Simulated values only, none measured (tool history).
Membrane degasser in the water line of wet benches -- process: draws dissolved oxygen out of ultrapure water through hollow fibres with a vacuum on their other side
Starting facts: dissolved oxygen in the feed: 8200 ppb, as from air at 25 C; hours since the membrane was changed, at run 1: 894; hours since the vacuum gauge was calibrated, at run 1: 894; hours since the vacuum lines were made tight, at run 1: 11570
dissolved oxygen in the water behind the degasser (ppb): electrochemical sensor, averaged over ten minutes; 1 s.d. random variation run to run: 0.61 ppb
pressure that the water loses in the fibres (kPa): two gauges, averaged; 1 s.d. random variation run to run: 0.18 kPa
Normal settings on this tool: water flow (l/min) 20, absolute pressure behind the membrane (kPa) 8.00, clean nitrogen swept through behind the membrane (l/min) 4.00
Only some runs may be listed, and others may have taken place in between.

| run | hour | water flow (l/min) | absolute pressure behind the membrane (kPa) | clean nitrogen swept through behind the membrane (l/min) | hours since the membrane was changed | hours since the vacuum gauge was calibrated | hours since the vacuum lines were made tight | dissolved oxygen in the water behind the degasser (ppb) | pressure that the water loses in the fibres (kPa) |
|---|---|---|---|---|---|---|---|---|---|
| 1 | 0.0 | 20 | 8.00 | 4.00 | 894 | 894 | 11570 | 61.3 | 30.43 |
| 2 | 77.5 | 20 | 8.00 | 4.00 | 972 | 972 | 11648 | 61.1 | 30.75 |
| 3 | 175.7 | 20 | 8.00 | 4.00 | 1070 | 1070 | 11746 | 60.9 | 30.58 |
|  | 210.5 | seals of the vacuum lines changed |
| 4 | 324.0 | 20 | 8.00 | 4.00 | 1216 | 1216 | 114 | 61.6 | 30.46 |
| 5 | 495.0 | 20 | 8.00 | 4.00 | 1387 | 1387 | 284 | 61.0 | 30.39 |
| 6 | 668.7 | 20 | 8.00 | 4.00 | 1561 | 1561 | 458 | 62.4 | 30.34 |
| 7 | 756.8 | 20 | 8.00 | 4.00 | 1649 | 1649 | 546 | 61.2 | 30.58 |
| 8 | 886.8 | 20 | 11.37 | 4.00 | 1779 | 1779 | 676 | 102.2 | 30.43 |
| 9 | 1064.0 | 20 | 11.37 | 4.00 | 1956 | 1956 | 853 | 99.5 | 30.23 |
| 10 | 1160.4 | 20 | 11.37 | 4.00 | 2053 | 2053 | 950 | 101.8 | 30.20 |
| 11 | 1261.4 | 20 | 11.37 | 1.62 | 2154 | 2154 | 1051 | 234.7 | 30.21 |
| 12 | 1429.3 | 20 | 11.37 | 1.62 | 2322 | 2322 | 1219 | 228.9 | 30.20 |
| 13 | 1540.7 | 20 | 10.78 | 1.62 | 2433 | 2433 | 1330 | 216.6 | 30.07 |
| 14 | 1708.9 | 20 | 5.91 | 4.00 | 2601 | 2601 | 1498 | 35.7 | 30.28 |
| 15 | 1838.1 | 20 | 8.00 | 4.00 | 2730 | 2730 | 1628 | 61.9 | 30.20 |
| 16 | 1928.8 | 20 | 8.00 | 4.00 | 2821 | 2821 | 1718 | 61.4 | 29.85 |
| 17 | 2075.1 | 20 | 8.00 | 4.00 | 2968 | 2968 | 1865 | 60.8 | 30.24 |
| 18 | 2177.0 | 20 | 14.28 | 4.00 | 3069 | 3069 | 1967 | 133.3 | 30.07 |
| 19 | 2288.3 | 20 | 14.28 | 4.00 | 3181 | 3181 | 2078 | 133.9 | 30.01 |
|  | 2326.0 | vacuum gauge calibrated |
| 20 | 2428.8 | 20 | 8.00 | 2.02 | 3321 | 103 | 2218 | 113.8 | 29.86 |
| 21 | 2569.2 | 20 | 5.51 | 4.55 | 3461 | 243 | 2358 | 28.1 | 29.85 |
| 22 | 2731.4 | 20 | 4.92 | 2.67 | 3623 | 405 | 2520 | 33.8 | 30.17 |
| 23 | 2869.6 | 20 | 4.92 | 2.67 | 3761 | 544 | 2659 | 34.0 | 29.72 |
| 24 | 2989.9 | 20 | 7.35 | 4.00 | 3882 | 664 | 2779 | 53.3 | 29.51 |

Expected results for the next run?
| 25 | 3090.7 | 20 | 11.31 | 2.30 | 3983 | 765 | 2880 | ? | ? |

dissolved oxygen in the water behind the degasser (ppb): 167.2
pressure that the water loses in the fibres (kPa): 29.75
Had the tool carried no hidden state, the very same run would have given dissolved oxygen in the water behind the degasser (ppb) 167.2, pressure that the water loses in the fibres (kPa) 30.55.
